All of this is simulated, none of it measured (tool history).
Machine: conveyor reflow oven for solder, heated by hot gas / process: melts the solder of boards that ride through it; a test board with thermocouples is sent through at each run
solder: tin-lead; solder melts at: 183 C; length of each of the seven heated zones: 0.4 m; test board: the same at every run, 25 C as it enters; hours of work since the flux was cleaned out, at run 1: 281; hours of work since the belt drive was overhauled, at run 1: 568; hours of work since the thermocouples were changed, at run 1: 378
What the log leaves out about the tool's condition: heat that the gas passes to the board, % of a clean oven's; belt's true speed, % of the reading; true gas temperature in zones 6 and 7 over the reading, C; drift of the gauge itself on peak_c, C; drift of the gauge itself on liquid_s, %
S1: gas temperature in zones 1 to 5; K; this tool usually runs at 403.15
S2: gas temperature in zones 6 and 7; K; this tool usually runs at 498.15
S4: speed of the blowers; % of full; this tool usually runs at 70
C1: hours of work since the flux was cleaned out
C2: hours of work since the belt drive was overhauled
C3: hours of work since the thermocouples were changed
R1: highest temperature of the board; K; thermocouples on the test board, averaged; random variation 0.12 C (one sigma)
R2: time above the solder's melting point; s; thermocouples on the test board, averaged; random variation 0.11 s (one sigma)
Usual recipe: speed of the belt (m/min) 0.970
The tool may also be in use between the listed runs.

run 1 hour=0.0 | S1=403.15 S2=498.15 speed_of_the_belt_(m/min)=0.970 S4=70 | C1=281 C2=568 C3=378 | R1=478.35 R2=27.7
run 2 hour=17.2 | S1=403.15 S2=498.15 speed_of_the_belt_(m/min)=0.970 S4=70 | C1=292 C2=579 C3=389 | R1=478.45 R2=27.4
-- hour=30.7 flux residue cleaned out of gas plates and filters
run 3 hour=31.3 | S1=403.15 S2=498.15 speed_of_the_belt_(m/min)=0.970 S4=70 | C1=0 C2=584 C3=395 | R1=480.85 R2=29.7
run 4 hour=42.6 | S1=403.15 S2=498.15 speed_of_the_belt_(m/min)=0.970 S4=70 | C1=8 C2=592 C3=402 | R1=481.05 R2=29.7
run 5 hour=55.1 | S1=403.15 S2=498.15 speed_of_the_belt_(m/min)=0.970 S4=70 | C1=16 C2=600 C3=410 | R1=480.85 R2=29.6
run 6 hour=71.4 | S1=403.15 S2=498.15 speed_of_the_belt_(m/min)=0.970 S4=70 | C1=26 C2=610 C3=421 | R1=480.65 R2=29.5
run 7 hour=80.1 | S1=403.15 S2=498.15 speed_of_the_belt_(m/min)=0.970 S4=70 | C1=32 C2=616 C3=426 | R1=480.85 R2=29.7
run 8 hour=89.6 | S1=403.15 S2=498.15 speed_of_the_belt_(m/min)=0.970 S4=70 | C1=38 C2=622 C3=432 | R1=480.55 R2=29.7
run 9 hour=99.8 | S1=403.15 S2=498.15 speed_of_the_belt_(m/min)=0.970 S4=70 | C1=44 C2=628 C3=439 | R1=480.65 R2=29.5
run 10 hour=110.2 | S1=403.15 S2=498.15 speed_of_the_belt_(m/min)=0.970 S4=70 | C1=51 C2=635 C3=445 | R1=480.45 R2=29.5
run 11 hour=124.5 | S1=403.15 S2=498.15 speed_of_the_belt_(m/min)=1.104 S4=70 | C1=60 C2=644 C3=455 | R1=475.95 R2=22.2
run 12 hour=139.0 | S1=403.15 S2=498.15 speed_of_the_belt_(m/min)=1.104 S4=70 | C1=69 C2=653 C3=464 | R1=475.85 R2=22.0
run 13 hour=156.5 | S1=403.15 S2=498.15 speed_of_the_belt_(m/min)=0.970 S4=70 | C1=80 C2=664 C3=475 | R1=480.35 R2=29.4
run 14 hour=172.1 | S1=401.15 S2=492.15 speed_of_the_belt_(m/min)=0.993 S4=64 | C1=90 C2=674 C3=485 | R1=472.65 R2=21.9
run 15 hour=182.9 | S1=405.15 S2=494.15 speed_of_the_belt_(m/min)=0.970 S4=70 | C1=97 C2=681 C3=492 | R1=477.25 R2=27.7
run 16 hour=190.0 | S1=405.15 S2=508.15 speed_of_the_belt_(m/min)=0.970 S4=70 | C1=102 C2=686 C3=496 | R1=489.15 R2=35.1
run 17 hour=204.6 | S1=405.15 S2=508.15 speed_of_the_belt_(m/min)=0.970 S4=70 | C1=111 C2=695 C3=506 | R1=489.05 R2=34.6
run 18 hour=217.8 | S1=411.15 S2=498.15 speed_of_the_belt_(m/min)=1.015 S4=70 | C1=120 C2=704 C3=514 | R1=480.05 R2=29.5
run 19 hour=231.9 | S1=411.15 S2=498.15 speed_of_the_belt_(m/min)=1.015 S4=58 | C1=129 C2=713 C3=523 | R1=476.95 R2=26.3
run 20 hour=248.2 | S1=404.15 S2=498.15 speed_of_the_belt_(m/min)=0.835 S4=70 | C1=139 C2=723 C3=534 | R1=485.15 R2=38.7
run 21 hour=258.4 | S1=404.15 S2=498.15 speed_of_the_belt_(m/min)=0.835 S4=70 | C1=146 C2=729 C3=540 | R1=484.95 R2=38.8
run 22 hour=268.3 | S1=395.15 S2=498.15 speed_of_the_belt_(m/min)=0.970 S4=75 | C1=152 C2=736 C3=546 | R1=479.85 R2=27.5
run 23 hour=279.8 | S1=395.15 S2=498.15 speed_of_the_belt_(m/min)=0.970 S4=75 | C1=159 C2=743 C3=554 | R1=479.55 R2=27.4
run 24 hour=295.6 | S1=410.15 S2=489.15 speed_of_the_belt_(m/min)=0.801 S4=56 | C1=169 C2=753 C3=564 | R1=475.95 R2=34.3
run 25 hour=304.0 | S1=410.15 S2=489.15 speed_of_the_belt_(m/min)=0.801 S4=56 | C1=175 C2=759 C3=569 | R1=476.05 R2=34.4
run 26 hour=314.8 | S1=410.15 S2=489.15 speed_of_the_belt_(m/min)=0.898 S4=67 | C1=182 C2=766 C3=576 | R1=475.65 R2=29.7

Take each entry between the runs: how does the hidden state at the last listed run before it differ from the hidden state at the first listed run after it?
Between runs 2 and 3: flux residue cleaned out of gas plates and filters (hour 30.7)
  heat that the gas passes to the board, % of a clean oven's: 91.6 -> 99.8; belt's true speed, % of the reading: 99.5 -> 99.49; true gas temperature in zones 6 and 7 over the reading, C: 1.05 -> 1.06
  the result without the hidden state subtracted from the measured one, R1: -1.40 -> +1.00 K; R2: -1.3 -> +0.8 s
